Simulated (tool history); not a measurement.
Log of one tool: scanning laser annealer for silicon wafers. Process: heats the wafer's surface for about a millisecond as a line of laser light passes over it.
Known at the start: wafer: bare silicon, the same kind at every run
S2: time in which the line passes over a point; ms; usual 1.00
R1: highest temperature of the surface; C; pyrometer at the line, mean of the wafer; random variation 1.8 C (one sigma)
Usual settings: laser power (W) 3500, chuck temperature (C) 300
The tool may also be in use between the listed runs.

run 1 hour=0.0 | laser_power_(W)=3500 S2=1.00 chuck_temperature_(C)=300 | R1=1080
run 2 hour=35.4 | laser_power_(W)=3500 S2=1.00 chuck_temperature_(C)=300 | R1=1076
run 3 hour=70.0 | laser_power_(W)=3500 S2=1.00 chuck_temperature_(C)=300 | R1=1077
run 4 hour=109.5 | laser_power_(W)=3500 S2=1.00 chuck_temperature_(C)=300 | R1=1078
run 5 hour=151.3 | laser_power_(W)=3500 S2=1.08 chuck_temperature_(C)=300 | R1=1110
run 6 hour=194.6 | laser_power_(W)=3500 S2=1.08 chuck_temperature_(C)=300 | R1=1110
run 7 hour=230.2 | laser_power_(W)=3500 S2=1.00 chuck_temperature_(C)=296 | R1=1076
-- hour=251.2 optics aligned, line set to its width
run 8 hour=271.5 | laser_power_(W)=3500 S2=1.00 chuck_temperature_(C)=296 | R1=1073
run 9 hour=298.8 | laser_power_(W)=3500 S2=0.80 chuck_temperature_(C)=300 | R1=996
run 10 hour=341.8 | laser_power_(W)=3500 S2=1.00 chuck_temperature_(C)=300 | R1=1080
run 11 hour=367.6 | laser_power_(W)=3500 S2=1.00 chuck_temperature_(C)=300 | R1=1077
run 12 hour=411.6 | laser_power_(W)=3500 S2=1.00 chuck_temperature_(C)=300 | R1=1076
run 13 hour=454.3 | laser_power_(W)=3500 S2=1.00 chuck_temperature_(C)=300 | R1=1078
run 14 hour=501.0 | laser_power_(W)=3500 S2=1.00 chuck_temperature_(C)=300 | R1=1078
run 15 hour=538.7 | laser_power_(W)=3500 S2=1.00 chuck_temperature_(C)=300 | R1=1078
run 16 hour=568.2 | laser_power_(W)=3397 S2=1.00 chuck_temperature_(C)=300 | R1=1054
run 17 hour=588.1 | laser_power_(W)=3224 S2=1.00 chuck_temperature_(C)=300 | R1=1015
run 18 hour=623.0 | laser_power_(W)=3224 S2=1.00 chuck_temperature_(C)=300 | R1=1012
run 19 hour=670.9 | laser_power_(W)=3224 S2=1.00 chuck_temperature_(C)=300 | R1=1011
-- hour=679.7 window over the wafer cleaned
run 20 hour=695.5 | laser_power_(W)=3213 S2=1.00 chuck_temperature_(C)=300 | R1=1010
run 21 hour=726.1 | laser_power_(W)=3622 S2=1.13 chuck_temperature_(C)=288 | R1=1149
run 22 hour=755.3 | laser_power_(W)=3622 S2=1.13 chuck_temperature_(C)=288 | R1=1148
run 23 hour=798.5 | laser_power_(W)=3581 S2=1.16 chuck_temperature_(C)=304 | R1=1166
run 24 hour=846.3 | laser_power_(W)=3506 S2=0.73 chuck_temperature_(C)=300 | R1=962
run 25 hour=869.9 | laser_power_(W)=3506 S2=0.73 chuck_temperature_(C)=300 | R1=963
run 26 hour=897.0 | laser_power_(W)=3414 S2=0.74 chuck_temperature_(C)=313 | R1=959
run 27 hour=932.9 | laser_power_(W)=3500 S2=1.04 chuck_temperature_(C)=265 | R1=1060
run 28 hour=960.0 | laser_power_(W)=3500 S2=1.04 chuck_temperature_(C)=265 | R1=1055
run 29 hour=986.1 | laser_power_(W)=3019 S2=0.79 chuck_temperature_(C)=323 | R1=912
run 30 hour=1029.4 | laser_power_(W)=3019 S2=0.79 chuck_temperature_(C)=323 | R1=912
run 31 hour=1073.6 | laser_power_(W)=3019 S2=0.79 chuck_temperature_(C)=323 | R1=911
run 32 hour=1111.8 | laser_power_(W)=3019 S2=0.79 chuck_temperature_(C)=323 | R1=913
run 33 hour=1139.5 | laser_power_(W)=3500 S2=1.00 chuck_temperature_(C)=318 | R1=1095
run 34 hour=1178.0 | laser_power_(W)=3500 S2=1.00 chuck_temperature_(C)=318 | R1=1099
run 35 hour=1221.1 | laser_power_(W)=3813 S2=1.08 chuck_temperature_(C)=300 | R1=1189

Forecast run 36:
run 36 hour=1244.8 | laser_power_(W)=3721 S2=1.08 chuck_temperature_(C)=326 | R1=?

{"run 36": {"R1": 1193}}
Without the tool's hidden state the same run would have given R1 1194 C.
